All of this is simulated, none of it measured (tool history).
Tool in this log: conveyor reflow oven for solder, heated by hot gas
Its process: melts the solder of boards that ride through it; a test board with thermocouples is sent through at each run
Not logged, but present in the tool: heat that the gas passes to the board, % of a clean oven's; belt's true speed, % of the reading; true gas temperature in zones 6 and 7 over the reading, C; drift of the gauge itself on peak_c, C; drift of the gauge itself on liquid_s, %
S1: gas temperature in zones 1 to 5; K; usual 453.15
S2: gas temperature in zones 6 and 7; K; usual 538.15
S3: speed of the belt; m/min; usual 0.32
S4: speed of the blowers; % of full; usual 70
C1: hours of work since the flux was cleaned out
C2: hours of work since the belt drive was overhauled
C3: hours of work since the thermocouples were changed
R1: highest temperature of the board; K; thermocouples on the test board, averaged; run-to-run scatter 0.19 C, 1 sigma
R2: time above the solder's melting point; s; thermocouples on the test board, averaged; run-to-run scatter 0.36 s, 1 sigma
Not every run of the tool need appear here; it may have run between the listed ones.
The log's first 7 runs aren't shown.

| run | hour | S1 | S2 | S3 | S4 | C1 | C2 | C3 | R1 | R2 |
|---|---|---|---|---|---|---|---|---|---|---|
| 8 | 320.2 | 453.15 | 538.15 | 0.32 | 70 | 258 | 212 | 808 | 523.95 | 87.3 |
|  | 376.7 | flux residue cleaned out of gas plates and filters |
| 9 | 376.7 | 453.15 | 538.15 | 0.32 | 70 | 0 | 237 | 833 | 522.45 | 85.5 |
| 10 | 414.2 | 453.15 | 538.15 | 0.32 | 70 | 19 | 256 | 852 | 522.15 | 84.8 |
| 11 | 451.9 | 453.15 | 538.15 | 0.32 | 70 | 38 | 275 | 871 | 522.55 | 84.6 |
| 12 | 511.1 | 453.15 | 538.15 | 0.32 | 70 | 67 | 305 | 900 | 521.85 | 84.5 |
|  | 525.5 | flux residue cleaned out of gas plates and filters, once more |
| 13 | 559.3 | 453.15 | 538.15 | 0.32 | 70 | 17 | 326 | 922 | 525.15 | 88.7 |
| 14 | 609.7 | 453.15 | 538.15 | 0.32 | 70 | 42 | 351 | 947 | 525.05 | 89.6 |
|  | 651.2 | thermocouples of zones 6 and 7 changed |
| 15 | 669.6 | 453.15 | 538.15 | 0.32 | 70 | 71 | 380 | 9 | 526.85 | 90.6 |
| 16 | 730.1 | 453.15 | 538.15 | 0.32 | 70 | 101 | 411 | 39 | 526.75 | 90.9 |
| 17 | 792.3 | 454.15 | 537.15 | 0.32 | 86 | 132 | 442 | 70 | 528.45 | 94.8 |
| 18 | 833.6 | 454.15 | 552.15 | 0.32 | 81 | 153 | 462 | 91 | 541.45 | 102.5 |
| 19 | 886.2 | 454.15 | 552.15 | 0.32 | 81 | 179 | 489 | 117 | 541.45 | 103.1 |
| 20 | 920.6 | 454.15 | 552.15 | 0.32 | 81 | 196 | 506 | 135 | 540.75 | 102.2 |
| 21 | 976.5 | 454.15 | 552.15 | 0.32 | 81 | 224 | 534 | 163 | 541.05 | 102.2 |
| 22 | 1008.4 | 454.15 | 552.15 | 0.32 | 81 | 240 | 550 | 178 | 540.35 | 102.6 |
| 23 | 1062 | 456.15 | 541.15 | 0.293 | 67 | 267 | 576 | 205 | 530.65 | 105.4 |
|  | 1104.6 | flux residue cleaned out of gas plates and filters |
| 24 | 1105.5 | 458.15 | 538.15 | 0.32 | 72 | 0 | 596 | 224 | 528.55 | 96.4 |
| 25 | 1141.6 | 458.15 | 535.15 | 0.352 | 72 | 18 | 614 | 243 | 523.55 | 82 |
| 26 | 1174.7 | 458.15 | 535.15 | 0.352 | 72 | 35 | 630 | 259 | 523.45 | 82 |
| 27 | 1211.1 | 458.15 | 535.15 | 0.321 | 72 | 53 | 648 | 277 | 525.35 | 93.3 |
| 28 | 1256.8 | 458.15 | 535.15 | 0.321 | 72 | 76 | 671 | 300 | 525.45 | 93.4 |
| 29 | 1314.2 | 444.15 | 538.15 | 0.332 | 60 | 105 | 700 | 329 | 521.65 | 76.4 |
| 30 | 1372.7 | 444.15 | 538.15 | 0.332 | 60 | 134 | 729 | 358 | 521.55 | 75.6 |

5 ways to go on from here, each from the tool as it stands after run 30. What would each give?
| A | 1439.8 | 444.15 | 538.15 | 0.28 | 60 | 167 | 763 | 391 | ? | ? |
| B | 1439.8 | 444.15 | 535.15 | 0.332 | 77 | 167 | 763 | 391 | ? | ? |
| C | 1439.8 | 450.15 | 538.15 | 0.356 | 78 | 167 | 763 | 391 | ? | ? |
| D | 1439.8 | 453.15 | 548.15 | 0.32 | 70 | 167 | 763 | 391 | ? | ? |
| E | 1439.8 | 444.15 | 538.15 | 0.298 | 51 | 167 | 763 | 391 | ? | ? |

| run | R1 | R2 |
|---|---|---|
| A | 526.55 | 99.6 |
| B | 522.75 | 79.8 |
| C | 525.05 | 78 |
| D | 535.25 | 98.8 |
| E | 521.65 | 86.1 |
Had the tool no hidden state, the same runs would have come out as:
| run | R1 | R2 |
|---|---|---|
| A | 526.65 | 97.8 |
| B | 523.05 | 78.7 |
| C | 525.35 | 77 |
| D | 535.45 | 97.1 |
| E | 521.55 | 84.4 |
